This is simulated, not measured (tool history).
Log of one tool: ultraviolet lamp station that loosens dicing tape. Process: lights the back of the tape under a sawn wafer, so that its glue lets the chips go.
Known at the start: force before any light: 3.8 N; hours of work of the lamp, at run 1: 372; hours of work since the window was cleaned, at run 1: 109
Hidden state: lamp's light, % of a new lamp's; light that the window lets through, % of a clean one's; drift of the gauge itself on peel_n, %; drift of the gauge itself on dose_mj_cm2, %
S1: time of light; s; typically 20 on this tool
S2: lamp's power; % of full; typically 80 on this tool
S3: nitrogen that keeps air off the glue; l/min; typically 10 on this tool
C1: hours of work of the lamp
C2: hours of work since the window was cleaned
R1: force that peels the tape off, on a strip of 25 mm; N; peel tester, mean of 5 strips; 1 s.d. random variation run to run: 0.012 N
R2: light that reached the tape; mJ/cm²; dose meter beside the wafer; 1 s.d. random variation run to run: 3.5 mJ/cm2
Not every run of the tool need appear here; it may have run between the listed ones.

run    hour  S1  S2  S3   C1   C2     R1   R2
  1     0.0  20  80  10  372  109  0.792  436
  2    43.4  20  79  10  390  126  0.791  423
  3    65.3  20  79  10  399  135  0.847  412
  4    91.3  20  80   5  409  146  1.023  416
  5   125.0  25  80   5  423  159  0.793  517
  6   151.0  25  80   5  434  170  0.799  504
  7   194.7  20  80  10  451  188  0.861  392
  8   226.1  20  80   4  464  200  1.189  389
  9   258.7  20  80   4  477  214  1.222  383
 10   278.7  20  80   4  486  222  1.190  380
 11   311.6  20  80   4  499  235  1.249  375
 12   357.6  20  80   4  518  254  1.217  367
 13   384.0  20  68   4  528  264  1.503  306
 14   416.6  20  80  10  542  278  1.003  349
 15   439.9  20  80  10  551  287  0.984  351
 16   472.0  20  80  10  564  300  1.061  348
 17   492.6  20  80  10  572  308  1.074  342
 18   530.7  22  72  10  588  324  1.103  333
      536.4  -- window cleaned of glue's vapour
 19   565.5  15  80  10  602   12  1.544  240
 20   610.6  34  96   4  620   30  0.628  629
 21   650.7  16  96   4  636   46  1.536  290
 22   680.9  12  92  17  649   59  1.522  205
      685.3  -- window cleaned of glue's vapour, once more
 23   718.7  12  92  17  664   14  1.369  238
 24   750.9  20  82  19  677   27  0.862  356
 25   788.7  17  82  19  692   42  1.055  296
 26   829.5  17  82  19  709   59  1.109  295
      833.3  -- lamp changed
 27   861.4  17  82  19   11   71  0.568  482
 28   900.8  22  84  13   27   87  0.461  627
 29   945.0  10  84  12   45  105  1.227  282
 30   981.8  10  85  12   60  120  1.203  283
 31  1018.1  38  80  10   75  135  0.281  994
 32  1039.1  38  80  10   84  143  0.270  982
 33  1060.9  40  70  10   92  152  0.308  892
 34  1105.4  18  80  12  110  170  0.711  450

Forecast each of these 5 alternatives for the next run:
  A  1134.6  17  72   4  122  182   ?   ?
  B  1134.6  14  86  10  122  182   ?   ?
  C  1134.6  22  80  12  122  182   ?   ?
  D  1134.6  18  99  12  122  182   ?   ?
  E  1134.6  20  60  10  122  182   ?   ?

run     R1   R2
  A  1.258  379
  B  0.927  375
  C  0.550  544
  D  0.543  552
  E  0.905  372
With the hidden condition removed and each run's random variation left untouched, the same runs would have given:
run     R1   R2
  A  1.062  441
  B  0.763  437
  C  0.448  634
  D  0.440  643
  E  0.746  433

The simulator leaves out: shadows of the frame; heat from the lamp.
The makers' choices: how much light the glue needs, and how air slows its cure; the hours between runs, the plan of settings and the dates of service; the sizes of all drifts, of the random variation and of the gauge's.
